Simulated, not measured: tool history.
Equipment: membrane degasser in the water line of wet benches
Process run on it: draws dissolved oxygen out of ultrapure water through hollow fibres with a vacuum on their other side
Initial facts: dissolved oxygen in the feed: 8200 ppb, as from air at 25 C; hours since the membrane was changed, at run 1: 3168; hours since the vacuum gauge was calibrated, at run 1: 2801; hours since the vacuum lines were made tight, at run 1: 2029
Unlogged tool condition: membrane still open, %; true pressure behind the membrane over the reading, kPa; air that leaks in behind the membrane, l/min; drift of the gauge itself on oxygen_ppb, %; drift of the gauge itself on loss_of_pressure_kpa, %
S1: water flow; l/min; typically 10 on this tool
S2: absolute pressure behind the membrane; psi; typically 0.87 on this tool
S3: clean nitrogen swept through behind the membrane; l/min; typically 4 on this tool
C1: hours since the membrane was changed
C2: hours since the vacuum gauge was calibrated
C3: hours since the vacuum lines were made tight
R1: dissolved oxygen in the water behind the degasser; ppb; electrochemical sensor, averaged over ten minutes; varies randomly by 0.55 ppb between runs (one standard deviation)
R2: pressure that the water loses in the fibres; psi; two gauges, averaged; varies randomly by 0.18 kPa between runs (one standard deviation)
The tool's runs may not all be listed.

run,day,S1,S2,S3,C1,C2,C3,R1,R2
1,0,10,0.87,4,3168,2801,2029,45.5,5.059
2,4.004,10,0.87,4,3264,2898,2125,45.4,4.995
3,13.283,10,0.87,4,3487,3120,2348,46.2,4.995
4,17.462,10,0.87,8.89,3587,3221,2448,36.3,5.015
# day 26.05: vacuum gauge calibrated
5,26.05,10,0.87,8.89,3792,0,2654,36.7,5.059
6,30.983,10,0.87,4,3911,118,2772,46,4.995
7,39.6,10,0.87,4,4118,325,2979,46.1,4.994
8,46.646,14,0.87,2.51,4287,494,3148,130.9,7.023
9,54.975,14,1.785,4.22,4487,694,3348,163.5,7.005
10,58.933,6,1.118,8.25,4582,789,3443,10.4,2.953
11,68.058,6,1.118,8.25,4801,1008,3662,10.5,3.028

Run 12 comes next. What will it give?
12,74.271,10,1.809,11.49,4950,1157,3811,?,?

R1: 49.3 ppb
R2: 5.005 psi
Without the tool's hidden state the same run would have given R1 49.3 ppb, R2 5.043 psi.
